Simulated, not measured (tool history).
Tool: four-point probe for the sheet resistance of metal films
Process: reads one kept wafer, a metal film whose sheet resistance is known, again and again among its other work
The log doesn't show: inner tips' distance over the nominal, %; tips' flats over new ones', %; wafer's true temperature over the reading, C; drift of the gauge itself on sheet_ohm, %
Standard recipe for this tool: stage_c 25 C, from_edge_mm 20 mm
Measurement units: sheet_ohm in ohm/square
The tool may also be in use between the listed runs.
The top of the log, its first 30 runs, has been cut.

run	day	stage_c	from_edge_mm	touches since the probe head was changed	hours of work since the stage's thermometer was calibrated	sheet_ohm
31	46.233	29	24	30951	1845	0.053551
32	47.525	29	24	31795	1868	0.05356
33	49.338	20	31	32982	1900	0.053038
34	50.946	19	12	34033	1928	0.053237
35	52.867	25	33	35288	1962	0.053292
36	54.146	25	33	36124	1984	0.053311
37	55.825	22	17	37223	2014	0.053251
38	56.858	23	20	37899	2032	0.05326
39	58.7	23	20	39103	2065	0.05325
40	60.679	21	39	40396	2099	0.053051
41	62.642	21	23	41680	2134	0.053108
42	63.858	23	7	42475	2155	0.054072
43	64.858	19	22	43129	2173	0.053
44	66.329	30	11	44090	2199	0.053852
45	68.158	31	12	45285	2231	0.05384

3 options for the next run, each taken on its own from the tool as it stands now. Forecast them:
A	69.288	23	4	46024	2251	?
B	69.288	26	30	46024	2251	?
C	69.288	23	12	46024	2251	?

run	sheet_ohm
A	0.055836
B	0.053315
C	0.053429
Without the tool's unlogged condition, the same runs would have read:
run	sheet_ohm
A	0.056135
B	0.0536
C	0.053715
